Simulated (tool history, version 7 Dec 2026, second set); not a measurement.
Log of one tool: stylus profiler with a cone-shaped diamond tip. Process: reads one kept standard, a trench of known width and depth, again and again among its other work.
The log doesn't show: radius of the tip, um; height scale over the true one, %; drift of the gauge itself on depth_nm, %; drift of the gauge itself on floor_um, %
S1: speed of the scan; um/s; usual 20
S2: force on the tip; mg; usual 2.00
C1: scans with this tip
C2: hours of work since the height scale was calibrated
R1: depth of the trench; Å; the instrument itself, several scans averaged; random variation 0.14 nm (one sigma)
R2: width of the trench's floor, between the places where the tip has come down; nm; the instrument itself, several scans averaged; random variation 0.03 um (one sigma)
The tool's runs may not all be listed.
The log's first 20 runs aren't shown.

{"run": 21, "day": 60.571, "S1": 16, "S2": 1.04, "C1": 7022, "C2": 469, "R1": 5032.6, "R2": 46460}
{"run": 22, "day": 62.942, "S1": 77, "S2": 1.8, "C1": 7558, "C2": 508, "R1": 5049.0, "R2": 46380}
{"run": 23, "day": 66.883, "S1": 77, "S2": 1.8, "C1": 8450, "C2": 573, "R1": 5047.7, "R2": 46270}
{"run": 24, "day": 70.267, "S1": 77, "S2": 1.8, "C1": 9214, "C2": 628, "R1": 5048.6, "R2": 46210}
{"run": 25, "day": 73.446, "S1": 73, "S2": 5.0, "C1": 9933, "C2": 680, "R1": 5102.7, "R2": 46250}
{"run": 26, "day": 76.592, "S1": 7, "S2": 1.69, "C1": 10645, "C2": 732, "R1": 5040.8, "R2": 46300}
{"run": 27, "day": 79.242, "S1": 7, "S2": 1.69, "C1": 11244, "C2": 775, "R1": 5041.5, "R2": 46270}
{"run": 28, "day": 83.092, "S1": 7, "S2": 1.69, "C1": 12115, "C2": 838, "R1": 5041.2, "R2": 46140}
{"run": 29, "day": 86.654, "S1": 7, "S2": 2.77, "C1": 12921, "C2": 896, "R1": 5062.4, "R2": 46170}
{"run": 30, "day": 89.029, "S1": 7, "S2": 2.77, "C1": 13458, "C2": 935, "R1": 5061.8, "R2": 46130}
{"run": 31, "day": 92.429, "S1": 7, "S2": 2.77, "C1": 14227, "C2": 991, "R1": 5059.2, "R2": 46070}
{"run": 32, "day": 95.075, "S1": 10, "S2": 1.3, "C1": 14825, "C2": 1034, "R1": 5029.3, "R2": 46010}
{"run": 33, "day": 97.025, "S1": 10, "S2": 1.3, "C1": 15267, "C2": 1066, "R1": 5028.9, "R2": 45970}

Forecast each of these 4 alternatives for the next run:
{"run": "A", "day": 98.896, "S1": 9, "S2": 1.3, "C1": 15690, "C2": 1097, "R1": "?", "R2": "?"}
{"run": "B", "day": 98.896, "S1": 31, "S2": 0.97, "C1": 15690, "C2": 1097, "R1": "?", "R2": "?"}
{"run": "C", "day": 98.896, "S1": 11, "S2": 1.86, "C1": 15690, "C2": 1097, "R1": "?", "R2": "?"}
{"run": "D", "day": 98.896, "S1": 20, "S2": 5.23, "C1": 15690, "C2": 1097, "R1": "?", "R2": "?"}

run=A R1=5028.8 R2=45930
run=B R1=5017.6 R2=45890
run=C R1=5040.0 R2=45930
run=D R1=5098.7 R2=45970
Without the tool's hidden state the same runs would have given:
run=A R1=5049.0 R2=46930
run=B R1=5037.7 R2=46890
run=C R1=5060.2 R2=46920
run=D R1=5119.2 R2=46970
